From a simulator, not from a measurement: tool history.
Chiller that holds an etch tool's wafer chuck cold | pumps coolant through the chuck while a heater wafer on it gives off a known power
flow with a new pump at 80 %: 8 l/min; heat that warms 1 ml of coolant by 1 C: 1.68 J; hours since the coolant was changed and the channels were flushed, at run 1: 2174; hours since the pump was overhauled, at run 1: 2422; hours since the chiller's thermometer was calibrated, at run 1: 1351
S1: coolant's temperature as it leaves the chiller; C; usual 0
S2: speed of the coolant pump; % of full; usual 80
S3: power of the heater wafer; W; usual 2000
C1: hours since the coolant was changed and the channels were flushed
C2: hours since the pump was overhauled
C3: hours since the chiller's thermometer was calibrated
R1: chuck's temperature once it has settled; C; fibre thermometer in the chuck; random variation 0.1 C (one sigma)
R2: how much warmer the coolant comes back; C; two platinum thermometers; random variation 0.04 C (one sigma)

run 1 day=0.000 | S1=0 S2=80 S3=2000 | C1=2174 C2=2422 C3=1351 | R1=22.3 R2=9.16
run 2 day=1.838 | S1=0 S2=80 S3=2000 | C1=2218 C2=2466 C3=1395 | R1=22.3 R2=9.18
run 3 day=3.121 | S1=0 S2=80 S3=2000 | C1=2249 C2=2496 C3=1426 | R1=22.6 R2=9.10
run 4 day=4.512 | S1=0 S2=80 S3=2000 | C1=2282 C2=2530 C3=1459 | R1=22.5 R2=9.15
run 5 day=6.133 | S1=0 S2=80 S3=2000 | C1=2321 C2=2569 C3=1498 | R1=22.5 R2=9.13
run 6 day=7.517 | S1=0 S2=80 S3=2000 | C1=2354 C2=2602 C3=1531 | R1=22.5 R2=9.14
run 7 day=9.371 | S1=0 S2=80 S3=2000 | C1=2399 C2=2646 C3=1576 | R1=22.4 R2=9.17
run 8 day=10.717 | S1=0 S2=80 S3=2203 | C1=2431 C2=2679 C3=1608 | R1=24.7 R2=10.10
run 9 day=12.204 | S1=0 S2=80 S3=2000 | C1=2467 C2=2715 C3=1644 | R1=22.6 R2=9.20
run 10 day=13.346 | S1=0 S2=80 S3=2000 | C1=2494 C2=2742 C3=1671 | R1=22.4 R2=9.10
run 11 day=15.838 | S1=0 S2=80 S3=2000 | C1=2554 C2=2802 C3=1731 | R1=22.6 R2=9.13
run 12 day=17.921 | S1=0 S2=80 S3=2000 | C1=2604 C2=2852 C3=1781 | R1=22.7 R2=9.08
run 13 day=19.896 | S1=0 S2=80 S3=2000 | C1=2651 C2=2899 C3=1829 | R1=22.7 R2=9.14
run 14 day=22.217 | S1=0 S2=80 S3=2000 | C1=2707 C2=2955 C3=1884 | R1=22.7 R2=9.14
run 15 day=23.967 | S1=0 S2=80 S3=2000 | C1=2749 C2=2997 C3=1926 | R1=22.7 R2=9.11
run 16 day=25.521 | S1=0 S2=77 S3=2000 | C1=2786 C2=3034 C3=1964 | R1=23.4 R2=9.60
run 17 day=27.988 | S1=0 S2=61 S3=1144 | C1=2845 C2=3093 C3=2023 | R1=15.6 R2=7.15
run 18 day=29.867 | S1=-1 S2=80 S3=2000 | C1=2890 C2=3138 C3=2068 | R1=21.9 R2=9.22
run 19 day=31.767 | S1=-1 S2=80 S3=2000 | C1=2936 C2=3184 C3=2113 | R1=21.8 R2=9.17
run 20 day=32.850 | S1=3 S2=84 S3=1598 | C1=2962 C2=3210 C3=2139 | R1=20.9 R2=6.96
run 21 day=35.283 | S1=9 S2=98 S3=2297 | C1=3021 C2=3268 C3=2198 | R1=32.3 R2=8.38

The next listed run, before its measurement:
run 22 day=36.821 | S1=3 S2=72 S3=2297 | C1=3057 C2=3305 C3=2235 | R1=? R2=?

Run 22 gave R1 30.9 C, R2 11.71 C.
Without the tool's hidden state the same run would have given R1 28.5 C, R2 11.38 C.
